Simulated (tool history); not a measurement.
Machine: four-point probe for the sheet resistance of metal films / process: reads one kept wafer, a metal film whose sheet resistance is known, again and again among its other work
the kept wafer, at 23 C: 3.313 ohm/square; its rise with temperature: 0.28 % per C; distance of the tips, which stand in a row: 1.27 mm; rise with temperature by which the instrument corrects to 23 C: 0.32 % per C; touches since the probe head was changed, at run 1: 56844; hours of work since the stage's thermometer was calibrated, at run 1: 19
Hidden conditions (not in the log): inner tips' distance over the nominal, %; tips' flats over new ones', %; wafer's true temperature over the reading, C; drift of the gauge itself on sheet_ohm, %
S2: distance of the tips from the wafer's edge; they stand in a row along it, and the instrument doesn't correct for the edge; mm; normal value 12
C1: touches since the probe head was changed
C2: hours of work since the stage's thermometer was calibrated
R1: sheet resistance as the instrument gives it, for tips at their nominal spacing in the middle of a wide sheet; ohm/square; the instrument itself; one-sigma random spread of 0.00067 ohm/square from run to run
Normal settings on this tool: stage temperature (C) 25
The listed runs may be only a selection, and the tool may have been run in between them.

run 1 hour=0 | stage_temperature_(C)=25 S2=12 | C1=56844 C2=19 | R1=3.330405
run 2 hour=13.8 | stage_temperature_(C)=25 S2=12 | C1=57369 C2=25 | R1=3.330355
run 3 hour=22.1 | stage_temperature_(C)=25 S2=12 | C1=57686 C2=29 | R1=3.332319
run 4 hour=34.7 | stage_temperature_(C)=25 S2=12 | C1=58164 C2=35 | R1=3.33143
run 5 hour=43.1 | stage_temperature_(C)=25 S2=32 | C1=58485 C2=39 | R1=3.313503
run 6 hour=55.5 | stage_temperature_(C)=25 S2=32 | C1=58957 C2=44 | R1=3.314036
run 7 hour=64.7 | stage_temperature_(C)=25 S2=32 | C1=59306 C2=48 | R1=3.31479

Predict the results of run 8:
run 8 hour=73.2 | stage_temperature_(C)=22 S2=4 | C1=59631 C2=52 | R1=?

R1: 3.483715 ohm/square
Had the tool carried no hidden state, the very same run would have given R1 3.483376 ohm/square.
